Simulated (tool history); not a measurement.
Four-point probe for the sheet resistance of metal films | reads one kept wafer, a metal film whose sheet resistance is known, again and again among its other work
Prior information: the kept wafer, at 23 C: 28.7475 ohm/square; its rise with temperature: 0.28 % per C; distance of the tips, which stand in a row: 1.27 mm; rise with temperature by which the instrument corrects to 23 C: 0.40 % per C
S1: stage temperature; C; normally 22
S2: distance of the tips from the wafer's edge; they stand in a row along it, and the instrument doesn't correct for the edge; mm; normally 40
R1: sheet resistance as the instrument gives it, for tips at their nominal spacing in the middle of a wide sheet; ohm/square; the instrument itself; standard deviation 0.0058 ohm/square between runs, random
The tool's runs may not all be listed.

run,hour,S1,S2,R1
1,0,22,40,28.802386
2,93.7,33,40,28.444684
3,181.3,33,40,28.44182
4,245.3,27,40,28.626536
5,296.6,27,40,28.635225
6,369.8,19,40,28.904332
7,424.6,18,40,28.928047
8,479,18,40,28.939618
9,527.8,18,9,29.218839
10,580.4,18,9,29.223061
11,653.9,19,32,28.906044
12,724.8,26,61,28.652854
13,785.4,32,20,28.523561
14,853.2,35,4,29.811915
15,915,30,20,28.585541
16,970.5,28,61,28.589926
17,1041.2,19,55,28.892547
18,1134.3,26,62,28.659624
19,1224.6,26,62,28.643856
20,1305.7,26,62,28.650847

Forecast each of these 4 alternatives for the next run:
A,1359.2,24,6,?
B,1359.2,20,11,?
C,1359.2,22,25,?
D,1359.2,26,7,?

run,R1
A,29.389732
B,29.053657
C,28.819362
D,29.146454
What these runs would have given with no unlogged condition in the tool:
run,R1
A,29.39138
B,29.055284
C,28.820979
D,29.14809
